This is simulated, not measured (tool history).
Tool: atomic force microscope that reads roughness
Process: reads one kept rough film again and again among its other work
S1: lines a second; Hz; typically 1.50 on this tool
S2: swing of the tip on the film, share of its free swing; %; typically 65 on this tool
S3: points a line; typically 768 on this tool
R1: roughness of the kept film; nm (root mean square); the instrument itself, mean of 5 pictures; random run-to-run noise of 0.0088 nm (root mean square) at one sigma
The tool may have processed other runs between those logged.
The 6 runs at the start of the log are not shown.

run,hour,S1,S2,S3,R1
# hour 97.2: new tip fitted
7,112.7,1.85,65,768,1.952
8,135.1,1.85,65,768,1.949
9,152.3,1.85,65,906,1.936
10,174.2,1.85,65,906,1.928
# hour 195.5: new tip fitted
11,195.5,1.85,65,906,1.937
12,224.2,1.50,65,768,1.939
13,253.8,1.50,65,768,1.952
14,282.6,1.50,65,768,1.953
# hour 293.1: new tip fitted
15,304.0,1.50,65,768,1.941
16,328.5,1.50,65,768,1.954
17,347.0,1.50,65,577,1.956
18,363.2,1.50,65,768,1.966
19,379.2,1.50,65,768,1.962
# hour 391.9: new tip fitted
20,407.6,1.50,88,768,1.722
21,437.7,1.50,63,768,1.982
22,469.0,1.50,65,768,1.957
# hour 489.5: new tip fitted
23,491.7,1.50,66,768,1.947
24,506.2,2.95,66,768,1.824
25,522.0,1.50,65,768,1.951
26,540.8,1.50,65,543,1.938
27,564.2,1.50,65,776,1.958
28,583.0,1.93,69,484,1.862
# hour 587.4: new tip fitted
29,602.9,1.93,69,484,1.861
30,626.7,1.93,69,484,1.892
31,655.4,1.42,77,266,1.804

What does the tool deliver on the next run?
# hour 685.4: new tip fitted
32,686.4,1.50,63,830,?

Run 32 came out at R1 1.985 nm (root mean square).
With the hidden condition absent and the run-to-run variation left alone, this run would have shown R1 1.985 nm (root mean square).

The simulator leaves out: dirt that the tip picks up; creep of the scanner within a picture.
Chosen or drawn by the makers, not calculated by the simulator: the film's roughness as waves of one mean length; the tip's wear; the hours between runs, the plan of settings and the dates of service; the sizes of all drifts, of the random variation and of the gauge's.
